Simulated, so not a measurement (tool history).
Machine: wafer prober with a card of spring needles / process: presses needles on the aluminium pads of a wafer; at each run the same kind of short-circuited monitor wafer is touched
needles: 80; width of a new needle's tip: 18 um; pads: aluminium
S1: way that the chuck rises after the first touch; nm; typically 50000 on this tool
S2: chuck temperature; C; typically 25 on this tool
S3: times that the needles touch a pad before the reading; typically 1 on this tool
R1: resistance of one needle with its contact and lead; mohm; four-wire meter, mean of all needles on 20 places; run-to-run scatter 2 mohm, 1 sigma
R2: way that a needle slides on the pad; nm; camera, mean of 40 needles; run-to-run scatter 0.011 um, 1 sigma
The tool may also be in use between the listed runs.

run	hour	S1	S2	S3	R1	R2
1	0	50000	25	1	318	12320
2	55.6	50000	25	1	297	12290
3	111.3	50000	25	1	408	12410
4	173.4	50000	31	1	243	12330
5	237	50000	31	1	388	12260
6	276.5	50000	107	1	305	12410
7	304.9	50000	107	1	269	12380
8	346.4	50000	107	1	259	12310
9	374.6	50000	25	1	235	12280
10	405.7	50000	25	1	265	12270
11	445.2	50000	25	1	410	12430
12	505	50000	25	1	405	12400
13	567.6	50000	25	1	256	12310
14	617.5	50000	33	1	364	12450
15	673.5	32000	57	2	384	7920
16	724.9	32000	57	2	274	7820
17	769.3	52000	57	2	231	12770
18	807.5	50000	68	2	318	12410
19	845.4	66000	41	1	284	16340
20	895	34000	90	1	623	8350
21	942.4	43000	76	2	387	10550
22	990.4	44000	65	2	251	10920
23	1037.5	61000	49	1	299	15130
24	1081.2	32000	81	2	383	7840
25	1130	50000	74	1	428	12280
26	1171.2	46000	60	1	414	11430
27	1214.4	68000	60	1	298	16890

Put back what was entered between runs (90 entries, withheld): which listed runs does each sit between, and how does the hidden state differ from the listed run before to the listed run after?
In the gap between runs 1 and 2: tips cleaned on abrasive film (hour 9.4); tips cleaned on abrasive film (hour 22); tips cleaned on abrasive film (hour 37.6); tips cleaned on abrasive film (hour 53.2)
  debris on the tips, nm: 33.3 -> 25.4; way that the needles fall short of the set height, um: 0.45 -> 0.69; tips' diameter, um: 20.44 -> 20.53
  measured result minus the result with no hidden state, R1: +108 -> +85 mohm; R2: -110 -> -180 nm
In the gap between runs 2 and 3: height of the first contact set anew (hour 62.2); tips cleaned on abrasive film (hour 68.5); tips cleaned on abrasive film (hour 83.8); tips cleaned on abrasive film (hour 99.2)
  debris on the tips, nm: 25.4 -> 59.5; way that the needles fall short of the set height, um: 0.69 -> 0.2; tips' diameter, um: 20.53 -> 20.6
  measured result minus the result with no hidden state, R1: +85 -> +194 mohm; R2: -180 -> -50 nm
In the gap between runs 3 and 4: tips cleaned on abrasive film (hour 114.5); tips cleaned on abrasive film (hour 129.7); tips cleaned on abrasive film (hour 144.9); tips cleaned on abrasive film (hour 157.4); tips cleaned on abrasive film (hour 173.1)
  debris on the tips, nm: 59.5 -> 7.9; way that the needles fall short of the set height, um: 0.2 -> 0.51; tips' diameter, um: 20.6 -> 20.71
  measured result minus the result with no hidden state, R1: +194 -> +29 mohm; R2: -50 -> -130 nm
In the gap between runs 4 and 5: tips cleaned on abrasive film (hour 185.8); tips cleaned on abrasive film (hour 201.4); tips cleaned on abrasive film (hour 214); tips cleaned on abrasive film (hour 229.5)
  debris on the tips, nm: 7.9 -> 52.4; way that the needles fall short of the set height, um: 0.51 -> 0.8; tips' diameter, um: 20.71 -> 20.81
  measured result minus the result with no hidden state, R1: +29 -> +175 mohm; R2: -130 -> -200 nm
In the gap between runs 5 and 6: height of the first contact set anew (hour 240.4); tips cleaned on abrasive film (hour 243.6); tips cleaned on abrasive film (hour 259.1); tips cleaned on abrasive film (hour 274.4)
  debris on the tips, nm: 52.4 -> 23.5; way that the needles fall short of the set height, um: 0.8 -> 0.21; tips' diameter, um: 20.81 -> 20.88
  measured result minus the result with no hidden state, R1: +175 -> +72 mohm; R2: -200 -> -50 nm
In the gap between runs 6 and 7: tips cleaned on abrasive film (hour 288.8); tips cleaned on abrasive film (hour 304.1)
  debris on the tips, nm: 23.5 -> 11.5; way that the needles fall short of the set height, um: 0.21 -> 0.34; tips' diameter, um: 20.88 -> 20.93
  measured result minus the result with no hidden state, R1: +72 -> +37 mohm; R2: -50 -> -80 nm
In the gap between runs 7 and 8: tips cleaned on abrasive film (hour 317.1); tips cleaned on abrasive film (hour 332.5); tips cleaned on abrasive film (hour 346.4)
  debris on the tips, nm: 11.5 -> 6.5; way that the needles fall short of the set height, um: 0.34 -> 0.53; tips' diameter, um: 20.93 -> 21
  measured result minus the result with no hidden state, R1: +37 -> +24 mohm; R2: -80 -> -130 nm
In the gap between runs 8 and 9: tips cleaned on abrasive film (hour 361.5); tips cleaned on abrasive film (hour 374.6)
  debris on the tips, nm: 6.5 -> 6.7; way that the needles fall short of the set height, um: 0.53 -> 0.63; tips' diameter, um: 21 -> 21.03
  measured result minus the result with no hidden state, R1: +24 -> +26 mohm; R2: -130 -> -160 nm
In the gap between runs 9 and 10: tips cleaned on abrasive film (hour 389.3); tips cleaned on abrasive film (hour 404.9)
  debris on the tips, nm: 6.7 -> 14.9; way that the needles fall short of the set height, um: 0.63 -> 0.75; tips' diameter, um: 21.03 -> 21.07
  measured result minus the result with no hidden state, R1: +26 -> +54 mohm; R2: -160 -> -180 nm
In the gap between runs 10 and 11: tips cleaned on abrasive film (hour 417.8); height of the first contact set anew (hour 418.1); tips cleaned on abrasive film (hour 433.6)
  debris on the tips, nm: 14.9 -> 59.1; way that the needles fall short of the set height, um: 0.75 -> 0.07; tips' diameter, um: 21.07 -> 21.12
  measured result minus the result with no hidden state, R1: +54 -> +199 mohm; R2: -180 -> -20 nm
In the gap between runs 11 and 12: tips cleaned on abrasive film (hour 448.4); tips cleaned on abrasive film (hour 463.2); tips cleaned on abrasive film (hour 478.7); tips cleaned on abrasive film (hour 493.9)
  debris on the tips, nm: 59.1 -> 56.1; way that the needles fall short of the set height, um: 0.07 -> 0.31; tips' diameter, um: 21.12 -> 21.21
  measured result minus the result with no hidden state, R1: +199 -> +192 mohm; R2: -20 -> -70 nm
In the gap between runs 12 and 13: tips cleaned on abrasive film (hour 507.9); tips cleaned on abrasive film (hour 523.5); tips cleaned on abrasive film (hour 539.2); tips cleaned on abrasive film (hour 554.5); tips cleaned on abrasive film (hour 567.1)
  debris on the tips, nm: 56.1 -> 11.2; way that the needles fall short of the set height, um: 0.31 -> 0.62; tips' diameter, um: 21.21 -> 21.31
  measured result minus the result with no hidden state, R1: +192 -> +43 mohm; R2: -70 -> -150 nm
In the gap between runs 13 and 14: tips cleaned on abrasive film (hour 579.8); tips cleaned on abrasive film (hour 595.4); height of the first contact set anew (hour 595.7); tips cleaned on abrasive film (hour 610.7)
  debris on the tips, nm: 11.2 -> 43.2; way that the needles fall short of the set height, um: 0.62 -> 0.06; tips' diameter, um: 21.31 -> 21.39
  measured result minus the result with no hidden state, R1: +43 -> +149 mohm; R2: -150 -> -20 nm
In the gap between runs 14 and 15: tips cleaned on abrasive film (hour 623.8); tips cleaned on abrasive film (hour 639.1); tips cleaned on abrasive film (hour 654.7); tips cleaned on abrasive film (hour 669.8)
  debris on the tips, nm: 43.2 -> 33; way that the needles fall short of the set height, um: 0.06 -> 0.3; tips' diameter, um: 21.39 -> 21.47
  measured result minus the result with no hidden state, R1: +149 -> +153 mohm; R2: -20 -> -70 nm
In the gap between runs 15 and 16: tips cleaned on abrasive film (hour 682.9); tips cleaned on abrasive film (hour 698.5); tips cleaned on abrasive film (hour 711.1); tips cleaned on abrasive film (hour 724.9)
  debris on the tips, nm: 33 -> 5.9; way that the needles fall short of the set height, um: 0.3 -> 0.57; tips' diameter, um: 21.47 -> 21.56
  measured result minus the result with no hidden state, R1: +153 -> +36 mohm; R2: -70 -> -140 nm
In the gap between runs 16 and 17: tips cleaned on abrasive film (hour 740.4); tips cleaned on abrasive film (hour 755.6); tips cleaned on abrasive film (hour 769.3)
  debris on the tips, nm: 5.9 -> 4.1; way that the needles fall short of the set height, um: 0.57 -> 0.73; tips' diameter, um: 21.56 -> 21.62
  measured result minus the result with no hidden state, R1: +36 -> +13 mohm; R2: -140 -> -180 nm
In the gap between runs 17 and 18: height of the first contact set anew (hour 775.8); tips cleaned on abrasive film (hour 785.2); tips cleaned on abrasive film (hour 800.9)
  debris on the tips, nm: 4.1 -> 45.9; way that the needles fall short of the set height, um: 0.73 -> 0.11; tips' diameter, um: 21.62 -> 21.66
  measured result minus the result with no hidden state, R1: +13 -> +94 mohm; R2: -180 -> -30 nm
In the gap between runs 18 and 19: tips cleaned on abrasive film (hour 813.8); tips cleaned on abrasive film (hour 829.5); tips cleaned on abrasive film (hour 842)
  debris on the tips, nm: 45.9 -> 35.9; way that the needles fall short of the set height, um: 0.11 -> 0.32; tips' diameter, um: 21.66 -> 21.73
  measured result minus the result with no hidden state, R1: +94 -> +77 mohm; R2: -30 -> -80 nm
In the gap between runs 19 and 20: tips cleaned on abrasive film (hour 854.8); tips cleaned on abrasive film (hour 870); tips cleaned on abrasive film (hour 885.6)
  debris on the tips, nm: 35.9 -> 56.2; way that the needles fall short of the set height, um: 0.32 -> 0.49; tips' diameter, um: 21.73 -> 21.79
  measured result minus the result with no hidden state, R1: +77 -> +381 mohm; R2: -80 -> -130 nm
In the gap between runs 20 and 21: tips cleaned on abrasive film (hour 901); tips cleaned on abrasive film (hour 916.3); tips cleaned on abrasive film (hour 931.4)
  debris on the tips, nm: 56.2 -> 56.8; way that the needles fall short of the set height, um: 0.49 -> 0.67; tips' diameter, um: 21.79 -> 21.85
  measured result minus the result with no hidden state, R1: +381 -> +157 mohm; R2: -130 -> -170 nm
In the gap between runs 21 and 22: tips cleaned on abrasive film (hour 945.6); height of the first contact set anew (hour 954.7); tips cleaned on abrasive film (hour 961); tips cleaned on abrasive film (hour 975.8); tips cleaned on abrasive film (hour 990.4)
  debris on the tips, nm: 56.8 -> 5.9; way that the needles fall short of the set height, um: 0.67 -> 0.2; tips' diameter, um: 21.85 -> 21.95
  measured result minus the result with no hidden state, R1: +157 -> +21 mohm; R2: -170 -> -50 nm
In the gap between runs 22 and 23: tips cleaned on abrasive film (hour 1005.6); tips cleaned on abrasive film (hour 1018.1); tips cleaned on abrasive film (hour 1033.8)
  debris on the tips, nm: 5.9 -> 34.5; way that the needles fall short of the set height, um: 0.2 -> 0.37; tips' diameter, um: 21.95 -> 22.01
  measured result minus the result with no hidden state, R1: +21 -> +86 mohm; R2: -50 -> -90 nm
In the gap between runs 23 and 24: tips cleaned on abrasive film (hour 1046.6); tips cleaned on abrasive film (hour 1062); tips cleaned on abrasive film (hour 1077.6)
  debris on the tips, nm: 34.5 -> 28.1; way that the needles fall short of the set height, um: 0.37 -> 0.55; tips' diameter, um: 22.01 -> 22.07
  measured result minus the result with no hidden state, R1: +86 -> +141 mohm; R2: -90 -> -140 nm
In the gap between runs 24 and 25: tips cleaned on abrasive film (hour 1090.6); tips cleaned on abrasive film (hour 1103.1); tips cleaned on abrasive film (hour 1118.8)
  debris on the tips, nm: 28.1 -> 57.1; way that the needles fall short of the set height, um: 0.55 -> 0.74; tips' diameter, um: 22.07 -> 22.14
  measured result minus the result with no hidden state, R1: +141 -> +200 mohm; R2: -140 -> -180 nm
In the gap between runs 25 and 26: tips cleaned on abrasive film (hour 1133); height of the first contact set anew (hour 1133.3); tips cleaned on abrasive film (hour 1148.4); tips cleaned on abrasive film (hour 1163.5)
  debris on the tips, nm: 57.1 -> 46.5; way that the needles fall short of the set height, um: 0.74 -> 0.11; tips' diameter, um: 22.14 -> 22.2
  measured result minus the result with no hidden state, R1: +200 -> +191 mohm; R2: -180 -> -20 nm
In the gap between runs 26 and 27: tips cleaned on abrasive film (hour 1177.2); tips cleaned on abrasive film (hour 1192.8); tips cleaned on abrasive film (hour 1208.2)
  debris on the tips, nm: 46.5 -> 41.2; way that the needles fall short of the set height, um: 0.11 -> 0.28; tips' diameter, um: 22.2 -> 22.26
  measured result minus the result with no hidden state, R1: +191 -> +84 mohm; R2: -20 -> -70 nm
